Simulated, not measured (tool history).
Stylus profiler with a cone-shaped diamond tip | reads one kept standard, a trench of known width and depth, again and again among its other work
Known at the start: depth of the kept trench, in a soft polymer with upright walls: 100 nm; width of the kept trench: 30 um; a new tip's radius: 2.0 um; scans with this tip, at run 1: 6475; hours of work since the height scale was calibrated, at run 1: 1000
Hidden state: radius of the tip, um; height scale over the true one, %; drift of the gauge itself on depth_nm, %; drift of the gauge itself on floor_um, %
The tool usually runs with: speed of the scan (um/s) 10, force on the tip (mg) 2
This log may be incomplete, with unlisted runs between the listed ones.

run  hour  speed of the scan (um/s)  force on the tip (mg)  scans with this tip  hours of work since the height scale was calibrated  depth of the trench (nm)  width of the trench's floor (um)
  1   0.0                        10                      2                 6475                                                 1000                    101.16                             28.04
  2   8.2                        10                      2                 6515                                                 1006                    101.15                             28.01
  3  20.1                        10                      2                 6574                                                 1016                    101.17                             28.04
  4  26.7                        10                      2                 6607                                                 1021                    101.17                             28.08
  5  39.3                        10                      2                 6670                                                 1030                    101.19                             28.02
  6  46.7                        10                      2                 6706                                                 1036                    101.19                             28.02
  7  59.4                        10                      2                 6769                                                 1046                    101.14                             28.01
  8  67.5                        10                      2                 6810                                                 1052                    101.22                             27.99
  9  81.4                         4                      2                 6879                                                 1063                    101.18                             28.05
 10  91.6                        11                      2                 6929                                                 1070                    101.16                             28.01

Run 11 has not been measured yet. What should we expect?
 11  103.1                        11                      2                 6986                                                 1079                         ?                                 ?

For run 11 the tool returned depth of the trench (nm) 101.21, width of the trench's floor (um) 27.93.
Without the tool's hidden state the same run would have given depth of the trench (nm) 100.93, width of the trench's floor (um) 28.65.
